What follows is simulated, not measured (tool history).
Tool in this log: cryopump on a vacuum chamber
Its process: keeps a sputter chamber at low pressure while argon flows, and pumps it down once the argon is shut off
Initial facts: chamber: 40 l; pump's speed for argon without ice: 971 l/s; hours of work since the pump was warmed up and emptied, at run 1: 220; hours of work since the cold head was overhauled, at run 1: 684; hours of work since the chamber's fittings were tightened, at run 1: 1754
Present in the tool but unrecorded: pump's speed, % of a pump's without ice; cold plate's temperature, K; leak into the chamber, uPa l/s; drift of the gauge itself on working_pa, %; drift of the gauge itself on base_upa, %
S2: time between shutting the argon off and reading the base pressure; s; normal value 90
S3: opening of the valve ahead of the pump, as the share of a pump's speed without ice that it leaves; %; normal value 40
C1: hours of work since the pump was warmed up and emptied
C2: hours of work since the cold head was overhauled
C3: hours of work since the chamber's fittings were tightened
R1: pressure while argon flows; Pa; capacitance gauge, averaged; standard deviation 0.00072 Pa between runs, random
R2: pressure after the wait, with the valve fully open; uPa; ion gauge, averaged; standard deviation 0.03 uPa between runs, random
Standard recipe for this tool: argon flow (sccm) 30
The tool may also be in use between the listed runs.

Run 1, hour 0.0: usual settings; C1 220; C2 684; C3 1754. Result: R1 0.1372 Pa, R2 2.80 uPa.
Run 2, hour 18.8: usual settings; C1 231; C2 695; C3 1765. Result: R1 0.1359 Pa, R2 2.77 uPa.
Run 3, hour 45.3: usual settings but S2 44 s; C1 246; C2 710; C3 1781. Result: R1 0.1358 Pa, R2 4.11 uPa.
Run 4, hour 74.1: usual settings but S2 20 s; C1 263; C2 727; C3 1798. Result: R1 0.1357 Pa, R2 7.06 uPa.
Run 5, hour 102.3: usual settings; C1 280; C2 744; C3 1814. Result: R1 0.1374 Pa, R2 2.86 uPa.
Run 6, hour 132.5: usual settings but argon flow (sccm) 40, S2 99 s, S3 43 %; C1 298; C2 762; C3 1832. Result: R1 0.1710 Pa, R2 2.79 uPa.
Run 7, hour 159.9: usual settings but S2 96 s, S3 18 %; C1 314; C2 778; C3 1849. Result: R1 0.2964 Pa, R2 2.80 uPa.
Run 8, hour 174.0: usual settings but S2 96 s, S3 57 %; C1 322; C2 786; C3 1857. Result: R1 0.0998 Pa, R2 2.82 uPa.
Run 9, hour 197.1: usual settings but S2 96 s, S3 57 %; C1 336; C2 800; C3 1871. Result: R1 0.1001 Pa, R2 2.84 uPa.
Run 10, hour 216.2: usual settings but argon flow (sccm) 17, S3 35 %; C1 347; C2 811; C3 1882. Result: R1 0.0889 Pa, R2 2.96 uPa.

Measured less the same run without the tool's hidden state. The same run-to-run variation is in both; the gauge's scatter may not be:
run       R1     R2
  1  +0.0054  +1.23
  2  +0.0056  +1.23
  3  +0.0060  +1.27
  4  +0.0064  +1.27
  5  +0.0069  +1.29
  6  +0.0096  +1.35
  7  +0.0076  +1.35
  8  +0.0079  +1.36
  9  +0.0082  +1.37
 10  +0.0048  +1.41
